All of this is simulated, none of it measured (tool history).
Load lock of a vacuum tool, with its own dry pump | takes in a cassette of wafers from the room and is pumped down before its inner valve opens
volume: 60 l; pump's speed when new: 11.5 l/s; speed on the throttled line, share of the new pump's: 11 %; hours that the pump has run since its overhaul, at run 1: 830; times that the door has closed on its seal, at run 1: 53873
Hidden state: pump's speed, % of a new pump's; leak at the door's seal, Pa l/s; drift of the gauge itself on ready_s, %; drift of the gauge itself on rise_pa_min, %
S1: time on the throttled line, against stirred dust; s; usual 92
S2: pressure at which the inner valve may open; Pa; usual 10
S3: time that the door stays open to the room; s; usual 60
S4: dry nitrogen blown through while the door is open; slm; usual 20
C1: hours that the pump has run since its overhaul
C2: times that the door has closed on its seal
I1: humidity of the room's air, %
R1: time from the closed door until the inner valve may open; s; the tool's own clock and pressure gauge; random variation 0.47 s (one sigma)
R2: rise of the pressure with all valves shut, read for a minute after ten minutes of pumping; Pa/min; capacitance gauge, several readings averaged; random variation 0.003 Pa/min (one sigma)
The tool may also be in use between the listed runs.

run,hour,S1,S2,S3,S4,C1,C2,I1,R1,R2
1,0,92,10,60,20,830,53873,45.2,130,0.599
2,129.9,92,10,60,20,960,54320,43.5,130.2,0.614
3,240.6,92,10,60,20,1071,54702,45,131.2,0.628
4,362,92,10,60,20,1192,55120,44.9,130.4,0.617
# hour 389.1: door's seal changed, seat wiped
5,434.6,92,10,60,20,1263,156,43.3,131.2,0.024
6,546.2,92,10,60,20,1375,541,45.6,131.2,0.029
7,667.7,92,10,60,20,1496,960,45.2,131.2,0.032
8,747.4,92,10,60,20,1576,1234,47.3,130.3,0.032
9,883.2,92,10,60,20,1712,1703,42.9,130.3,0.037
10,1022.8,92,10,60,20,1852,2184,46.5,130.1,0.035
11,1119.7,94,10,60,19,1948,2518,44.5,133,0.038
12,1197.6,94,10,60,19,2026,2786,46.4,132.8,0.037
13,1313.4,94,10,60,19,2142,3185,44.4,131.6,0.035
14,1440.8,94,10,60,19,2270,3624,46.6,133.3,0.04
15,1545,94,10,60,19,2374,3983,46.6,132.8,0.041
16,1624.5,94,12,30,19,2453,4257,45.8,131.9,0.04
17,1685.5,92,10,31,5,2514,4468,43.9,130.8,0.053
18,1814.9,134,9,172,20,2644,4914,45.5,169.4,0.053
19,1950.6,85,11,28,5,2779,5381,41.2,123.7,0.061

4 ways to go on from here, each from the tool as it stands after run 19. What would each give?
A,2028.6,85,8,38,5,2857,5650,48.9,?,?
B,2028.6,85,13,28,7,2857,5650,45.4,?,?
C,2028.6,92,10,60,14,2857,5650,44.1,?,?
D,2028.6,59,11,86,8,2857,5650,43.8,?,?

run,R1,R2
A,126,0.069
B,122.9,0.059
C,130.5,0.051
D,100.9,0.071
Without the tool's hidden state the same runs would have given:
run,R1,R2
A,125.5,0.044
B,122.5,0.034
C,130.1,0.026
D,100.4,0.046

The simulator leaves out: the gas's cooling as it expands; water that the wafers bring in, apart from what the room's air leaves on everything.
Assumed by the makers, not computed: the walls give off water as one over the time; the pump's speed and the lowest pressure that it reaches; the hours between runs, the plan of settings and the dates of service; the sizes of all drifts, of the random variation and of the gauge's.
